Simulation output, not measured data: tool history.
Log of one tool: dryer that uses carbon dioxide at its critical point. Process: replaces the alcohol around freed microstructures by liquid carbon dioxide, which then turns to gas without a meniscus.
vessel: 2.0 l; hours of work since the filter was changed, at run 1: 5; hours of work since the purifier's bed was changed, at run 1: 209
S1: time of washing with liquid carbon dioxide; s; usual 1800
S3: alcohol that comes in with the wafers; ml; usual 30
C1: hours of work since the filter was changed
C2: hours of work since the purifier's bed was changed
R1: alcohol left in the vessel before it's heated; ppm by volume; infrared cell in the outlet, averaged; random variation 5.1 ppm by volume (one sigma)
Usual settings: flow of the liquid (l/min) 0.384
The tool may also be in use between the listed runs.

{"run": 1, "hour": 0.0, "S1": 1800, "flow of the liquid (l/min)": 0.384, "S3": 30, "C1": 5, "C2": 209, "R1": 100}
{"run": 2, "hour": 45.7, "S1": 1800, "flow of the liquid (l/min)": 0.425, "S3": 30, "C1": 25, "C2": 229, "R1": 94}
{"run": 3, "hour": 99.2, "S1": 1680, "flow of the liquid (l/min)": 0.384, "S3": 30, "C1": 48, "C2": 253, "R1": 160}
{"run": 4, "hour": 133.5, "S1": 1680, "flow of the liquid (l/min)": 0.384, "S3": 24, "C1": 63, "C2": 268, "R1": 134}
{"run": 5, "hour": 187.0, "S1": 1680, "flow of the liquid (l/min)": 0.384, "S3": 24, "C1": 87, "C2": 291, "R1": 152}
{"run": 6, "hour": 234.1, "S1": 1680, "flow of the liquid (l/min)": 0.384, "S3": 24, "C1": 107, "C2": 311, "R1": 165}
{"run": 7, "hour": 267.3, "S1": 2280, "flow of the liquid (l/min)": 0.384, "S3": 30, "C1": 122, "C2": 326, "R1": 104}
{"run": 8, "hour": 314.1, "S1": 2280, "flow of the liquid (l/min)": 0.384, "S3": 30, "C1": 142, "C2": 346, "R1": 91}
{"run": 9, "hour": 336.9, "S1": 2280, "flow of the liquid (l/min)": 0.384, "S3": 30, "C1": 152, "C2": 356, "R1": 104}
{"run": 10, "hour": 379.5, "S1": 2280, "flow of the liquid (l/min)": 0.384, "S3": 53, "C1": 171, "C2": 375, "R1": 136}
{"hour": 415.0, "done": "inlet filter changed"}
{"run": 11, "hour": 434.4, "S1": 1800, "flow of the liquid (l/min)": 0.384, "S3": 30, "C1": 8, "C2": 398, "R1": 135}
{"run": 12, "hour": 459.7, "S1": 1800, "flow of the liquid (l/min)": 0.384, "S3": 95, "C1": 19, "C2": 409, "R1": 272}
{"run": 13, "hour": 487.3, "S1": 1800, "flow of the liquid (l/min)": 0.384, "S3": 30, "C1": 32, "C2": 421, "R1": 155}
{"run": 14, "hour": 529.3, "S1": 1800, "flow of the liquid (l/min)": 0.384, "S3": 30, "C1": 50, "C2": 440, "R1": 154}
{"run": 15, "hour": 565.5, "S1": 1800, "flow of the liquid (l/min)": 0.384, "S3": 118, "C1": 66, "C2": 455, "R1": 378}
{"run": 16, "hour": 590.3, "S1": 1800, "flow of the liquid (l/min)": 0.384, "S3": 118, "C1": 76, "C2": 466, "R1": 393}
{"run": 17, "hour": 628.6, "S1": 1800, "flow of the liquid (l/min)": 0.384, "S3": 118, "C1": 93, "C2": 483, "R1": 436}
{"run": 18, "hour": 684.0, "S1": 1800, "flow of the liquid (l/min)": 0.384, "S3": 118, "C1": 117, "C2": 507, "R1": 479}
{"run": 19, "hour": 717.4, "S1": 2280, "flow of the liquid (l/min)": 0.384, "S3": 30, "C1": 132, "C2": 522, "R1": 129}
{"run": 20, "hour": 748.0, "S1": 1800, "flow of the liquid (l/min)": 0.384, "S3": 75, "C1": 145, "C2": 535, "R1": 383}
{"run": 21, "hour": 802.4, "S1": 1800, "flow of the liquid (l/min)": 0.508, "S3": 75, "C1": 169, "C2": 559, "R1": 170}
{"hour": 844.1, "done": "inlet filter changed"}
{"run": 22, "hour": 857.5, "S1": 1800, "flow of the liquid (l/min)": 0.384, "S3": 86, "C1": 6, "C2": 582, "R1": 286}
{"run": 23, "hour": 894.0, "S1": 1800, "flow of the liquid (l/min)": 0.384, "S3": 86, "C1": 22, "C2": 598, "R1": 293}
{"run": 24, "hour": 945.1, "S1": 1800, "flow of the liquid (l/min)": 0.384, "S3": 86, "C1": 44, "C2": 620, "R1": 314}
{"run": 25, "hour": 987.2, "S1": 2340, "flow of the liquid (l/min)": 0.248, "S3": 64, "C1": 62, "C2": 639, "R1": 497}
{"run": 26, "hour": 1038.2, "S1": 2340, "flow of the liquid (l/min)": 0.248, "S3": 64, "C1": 85, "C2": 661, "R1": 513}
{"run": 27, "hour": 1067.4, "S1": 2340, "flow of the liquid (l/min)": 0.318, "S3": 27, "C1": 97, "C2": 674, "R1": 195}
{"run": 28, "hour": 1117.3, "S1": 2340, "flow of the liquid (l/min)": 0.318, "S3": 27, "C1": 119, "C2": 695, "R1": 208}
{"run": 29, "hour": 1143.2, "S1": 2340, "flow of the liquid (l/min)": 0.318, "S3": 27, "C1": 130, "C2": 707, "R1": 202}
{"run": 30, "hour": 1178.8, "S1": 1320, "flow of the liquid (l/min)": 0.318, "S3": 27, "C1": 146, "C2": 722, "R1": 801}
{"run": 31, "hour": 1214.2, "S1": 2100, "flow of the liquid (l/min)": 0.311, "S3": 30, "C1": 161, "C2": 738, "R1": 292}
{"run": 32, "hour": 1257.4, "S1": 1860, "flow of the liquid (l/min)": 0.441, "S3": 30, "C1": 180, "C2": 756, "R1": 212}
{"hour": 1270.0, "done": "inlet filter changed"}
{"run": 33, "hour": 1301.5, "S1": 1800, "flow of the liquid (l/min)": 0.384, "S3": 38, "C1": 14, "C2": 775, "R1": 224}
{"run": 34, "hour": 1329.5, "S1": 1800, "flow of the liquid (l/min)": 0.384, "S3": 38, "C1": 26, "C2": 787, "R1": 236}
{"run": 35, "hour": 1365.9, "S1": 2520, "flow of the liquid (l/min)": 0.472, "S3": 47, "C1": 42, "C2": 803, "R1": 159}
{"run": 36, "hour": 1401.6, "S1": 1800, "flow of the liquid (l/min)": 0.441, "S3": 30, "C1": 57, "C2": 819, "R1": 184}
{"run": 37, "hour": 1441.2, "S1": 1800, "flow of the liquid (l/min)": 0.441, "S3": 30, "C1": 75, "C2": 836, "R1": 204}
{"run": 38, "hour": 1490.7, "S1": 1800, "flow of the liquid (l/min)": 0.417, "S3": 56, "C1": 96, "C2": 858, "R1": 273}
{"run": 39, "hour": 1536.6, "S1": 2700, "flow of the liquid (l/min)": 0.275, "S3": 47, "C1": 116, "C2": 878, "R1": 260}
{"run": 40, "hour": 1580.8, "S1": 2820, "flow of the liquid (l/min)": 0.505, "S3": 31, "C1": 135, "C2": 897, "R1": 182}
{"run": 41, "hour": 1627.0, "S1": 1260, "flow of the liquid (l/min)": 0.257, "S3": 20, "C1": 156, "C2": 917, "R1": 1194}
{"run": 42, "hour": 1650.8, "S1": 1260, "flow of the liquid (l/min)": 0.257, "S3": 20, "C1": 166, "C2": 927, "R1": 1225}
{"run": 43, "hour": 1685.2, "S1": 1260, "flow of the liquid (l/min)": 0.257, "S3": 20, "C1": 181, "C2": 942, "R1": 1254}
{"hour": 1698.6, "done": "inlet filter changed"}
{"run": 44, "hour": 1724.5, "S1": 1380, "flow of the liquid (l/min)": 0.592, "S3": 20, "C1": 11, "C2": 959, "R1": 208}
{"run": 45, "hour": 1761.1, "S1": 1380, "flow of the liquid (l/min)": 0.642, "S3": 35, "C1": 27, "C2": 975, "R1": 210}
{"run": 46, "hour": 1806.2, "S1": 1980, "flow of the liquid (l/min)": 0.238, "S3": 30, "C1": 47, "C2": 995, "R1": 574}

3 ways to go on from here, each from the tool as it stands after run 46. What would each give?
{"run": "A", "hour": 1835.9, "S1": 2100, "flow of the liquid (l/min)": 0.471, "S3": 30, "C1": 60, "C2": 1008, "R1": "?"}
{"run": "B", "hour": 1835.9, "S1": 1980, "flow of the liquid (l/min)": 0.51, "S3": 44, "C1": 60, "C2": 1008, "R1": "?"}
{"run": "C", "hour": 1835.9, "S1": 1080, "flow of the liquid (l/min)": 0.384, "S3": 99, "C1": 60, "C2": 1008, "R1": "?"}

run=A R1=217
run=B R1=203
run=C R1=2160
Without the tool's hidden state the same runs would have given:
run=A R1=13
run=B R1=10
run=C R1=1669
